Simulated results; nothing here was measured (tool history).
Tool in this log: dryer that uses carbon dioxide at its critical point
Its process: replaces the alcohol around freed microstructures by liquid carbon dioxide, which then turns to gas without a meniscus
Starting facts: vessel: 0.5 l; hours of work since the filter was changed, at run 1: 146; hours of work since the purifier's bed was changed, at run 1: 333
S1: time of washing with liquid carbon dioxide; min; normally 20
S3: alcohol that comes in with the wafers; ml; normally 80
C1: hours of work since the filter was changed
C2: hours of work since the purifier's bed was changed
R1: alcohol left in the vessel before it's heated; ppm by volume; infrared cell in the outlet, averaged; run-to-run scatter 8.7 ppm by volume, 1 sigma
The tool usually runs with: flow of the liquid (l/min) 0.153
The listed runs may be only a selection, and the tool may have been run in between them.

run 1 hour=0 | S1=20 flow_of_the_liquid_(l/min)=0.153 S3=80 | C1=146 C2=333 | R1=630
run 2 hour=57.7 | S1=20 flow_of_the_liquid_(l/min)=0.153 S3=80 | C1=169 C2=355 | R1=655
run 3 hour=87.3 | S1=20 flow_of_the_liquid_(l/min)=0.153 S3=55 | C1=180 C2=367 | R1=469
run 4 hour=123.6 | S1=24 flow_of_the_liquid_(l/min)=0.153 S3=80 | C1=194 C2=381 | R1=252
run 5 hour=157.5 | S1=24 flow_of_the_liquid_(l/min)=0.153 S3=80 | C1=208 C2=394 | R1=260
run 6 hour=195.7 | S1=20 flow_of_the_liquid_(l/min)=0.153 S3=80 | C1=223 C2=409 | R1=723
run 7 hour=240.2 | S1=20 flow_of_the_liquid_(l/min)=0.153 S3=80 | C1=240 C2=426 | R1=726
run 8 hour=278.7 | S1=20 flow_of_the_liquid_(l/min)=0.153 S3=80 | C1=255 C2=441 | R1=767
run 9 hour=311.5 | S1=20 flow_of_the_liquid_(l/min)=0.153 S3=80 | C1=268 C2=454 | R1=756
run 10 hour=341.5 | S1=20 flow_of_the_liquid_(l/min)=0.153 S3=80 | C1=279 C2=466 | R1=797
run 11 hour=390.1 | S1=15 flow_of_the_liquid_(l/min)=0.153 S3=80 | C1=298 C2=485 | R1=3064
run 12 hour=455.7 | S1=15 flow_of_the_liquid_(l/min)=0.119 S3=80 | C1=324 C2=510 | R1=7547
run 13 hour=511.6 | S1=15 flow_of_the_liquid_(l/min)=0.119 S3=80 | C1=346 C2=532 | R1=7562
run 14 hour=540.7 | S1=15 flow_of_the_liquid_(l/min)=0.119 S3=80 | C1=357 C2=543 | R1=7631
run 15 hour=603.4 | S1=15 flow_of_the_liquid_(l/min)=0.119 S3=80 | C1=382 C2=568 | R1=7818
run 16 hour=666.4 | S1=15 flow_of_the_liquid_(l/min)=0.119 S3=80 | C1=406 C2=593 | R1=8079
run 17 hour=702 | S1=15 flow_of_the_liquid_(l/min)=0.119 S3=80 | C1=420 C2=606 | R1=8001
run 18 hour=750.4 | S1=15 flow_of_the_liquid_(l/min)=0.119 S3=80 | C1=439 C2=625 | R1=8335
run 19 hour=782.5 | S1=15 flow_of_the_liquid_(l/min)=0.249 S3=59 | C1=451 C2=638 | R1=322
run 20 hour=814.5 | S1=15 flow_of_the_liquid_(l/min)=0.094 S3=28 | C1=464 C2=650 | R1=5286
run 21 hour=855.2 | S1=27 flow_of_the_liquid_(l/min)=0.153 S3=80 | C1=480 C2=666 | R1=218
run 22 hour=902.7 | S1=21 flow_of_the_liquid_(l/min)=0.102 S3=21 | C1=498 C2=685 | R1=1282
-- hour=927.4 inlet filter changed
run 23 hour=955 | S1=21 flow_of_the_liquid_(l/min)=0.102 S3=21 | C1=11 C2=705 | R1=735
run 24 hour=1015 | S1=14 flow_of_the_liquid_(l/min)=0.153 S3=58 | C1=34 C2=728 | R1=2058
run 25 hour=1073 | S1=20 flow_of_the_liquid_(l/min)=0.153 S3=53 | C1=57 C2=751 | R1=381
run 26 hour=1127 | S1=20 flow_of_the_liquid_(l/min)=0.153 S3=53 | C1=78 C2=772 | R1=383
run 27 hour=1167.2 | S1=20 flow_of_the_liquid_(l/min)=0.153 S3=93 | C1=94 C2=788 | R1=694
run 28 hour=1212.1 | S1=22 flow_of_the_liquid_(l/min)=0.164 S3=80 | C1=111 C2=805 | R1=258
run 29 hour=1260.6 | S1=22 flow_of_the_liquid_(l/min)=0.164 S3=80 | C1=130 C2=824 | R1=256
run 30 hour=1316.4 | S1=22 flow_of_the_liquid_(l/min)=0.164 S3=80 | C1=152 C2=846 | R1=271
run 31 hour=1378.3 | S1=18 flow_of_the_liquid_(l/min)=0.197 S3=28 | C1=176 C2=870 | R1=138
run 32 hour=1441.7 | S1=18 flow_of_the_liquid_(l/min)=0.197 S3=28 | C1=201 C2=895 | R1=140
run 33 hour=1475.5 | S1=18 flow_of_the_liquid_(l/min)=0.197 S3=28 | C1=214 C2=908 | R1=157

Each row is a separate what-if for the run after 33, all from the same tool condition, not one after another. Results?
run A hour=1515.1 | S1=25 flow_of_the_liquid_(l/min)=0.197 S3=28 | C1=229 C2=923 | R1=?
run B hour=1515.1 | S1=24 flow_of_the_liquid_(l/min)=0.147 S3=34 | C1=229 C2=923 | R1=?
run C hour=1515.1 | S1=15 flow_of_the_liquid_(l/min)=0.138 S3=94 | C1=229 C2=923 | R1=?

run=A R1=44
run=B R1=158
run=C R1=4728
Had the tool no hidden state, the same runs would have come out as:
run=A R1=6
run=B R1=76
run=C R1=3528

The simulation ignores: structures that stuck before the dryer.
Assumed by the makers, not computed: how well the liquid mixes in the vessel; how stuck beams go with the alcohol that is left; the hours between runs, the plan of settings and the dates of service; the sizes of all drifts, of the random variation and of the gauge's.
